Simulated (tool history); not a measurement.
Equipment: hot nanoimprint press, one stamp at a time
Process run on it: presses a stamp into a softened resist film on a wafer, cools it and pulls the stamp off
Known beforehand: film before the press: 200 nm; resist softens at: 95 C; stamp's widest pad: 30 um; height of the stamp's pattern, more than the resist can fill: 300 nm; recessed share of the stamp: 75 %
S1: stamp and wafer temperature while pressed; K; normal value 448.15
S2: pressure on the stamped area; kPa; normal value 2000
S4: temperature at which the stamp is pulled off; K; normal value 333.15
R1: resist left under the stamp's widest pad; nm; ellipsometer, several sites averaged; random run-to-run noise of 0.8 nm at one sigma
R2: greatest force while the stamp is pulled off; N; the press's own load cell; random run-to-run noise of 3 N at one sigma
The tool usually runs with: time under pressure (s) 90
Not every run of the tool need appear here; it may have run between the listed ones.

run 1 day=0.000 | S1=448.15 S2=2000 time_under_pressure_(s)=90 S4=333.15 | R1=104.2 R2=143
run 2 day=1.775 | S1=448.15 S2=2000 time_under_pressure_(s)=90 S4=333.15 | R1=104.2 R2=146
-- day=2.712 stamp cleaned and given a new release coat
run 3 day=3.871 | S1=448.15 S2=2520 time_under_pressure_(s)=90 S4=333.15 | R1=95.7 R2=139
run 4 day=4.783 | S1=448.15 S2=2520 time_under_pressure_(s)=90 S4=333.15 | R1=93.2 R2=142
run 5 day=6.525 | S1=448.15 S2=1390 time_under_pressure_(s)=90 S4=333.15 | R1=120.5 R2=146
run 6 day=8.350 | S1=448.15 S2=2000 time_under_pressure_(s)=90 S4=333.15 | R1=106.0 R2=146
run 7 day=9.275 | S1=448.15 S2=2000 time_under_pressure_(s)=90 S4=322.15 | R1=104.3 R2=190
run 8 day=10.492 | S1=448.15 S2=2000 time_under_pressure_(s)=90 S4=322.15 | R1=104.3 R2=178
run 9 day=11.754 | S1=448.15 S2=1310 time_under_pressure_(s)=90 S4=322.15 | R1=124.3 R2=178
run 10 day=12.642 | S1=448.15 S2=1310 time_under_pressure_(s)=90 S4=322.15 | R1=124.4 R2=187
run 11 day=13.433 | S1=453.15 S2=1520 time_under_pressure_(s)=90 S4=322.15 | R1=95.5 R2=183
run 12 day=14.362 | S1=453.15 S2=1520 time_under_pressure_(s)=90 S4=322.15 | R1=95.1 R2=180
run 13 day=15.192 | S1=458.15 S2=1520 time_under_pressure_(s)=90 S4=322.15 | R1=77.8 R2=186
run 14 day=16.779 | S1=450.15 S2=2000 time_under_pressure_(s)=90 S4=326.15 | R1=96.6 R2=163
-- day=18.304 stamp cleaned and given a new release coat
run 15 day=18.679 | S1=448.15 S2=2000 time_under_pressure_(s)=54 S4=323.15 | R1=124.6 R2=174
run 16 day=19.458 | S1=448.15 S2=2000 time_under_pressure_(s)=54 S4=323.15 | R1=124.5 R2=181
run 17 day=21.104 | S1=448.15 S2=2000 time_under_pressure_(s)=54 S4=323.15 | R1=123.6 R2=178
run 18 day=22.562 | S1=444.15 S2=2000 time_under_pressure_(s)=86 S4=323.15 | R1=125.2 R2=179

The next listed run, before its measurement:
run 19 day=23.896 | S1=444.15 S2=2260 time_under_pressure_(s)=47 S4=331.15 | R1=? R2=?

R1: 141.1 nm
R2: 147 N
On a tool with no hidden condition, and with the same random variation, this run would have come out at R1 140.8 nm, R2 147 N.
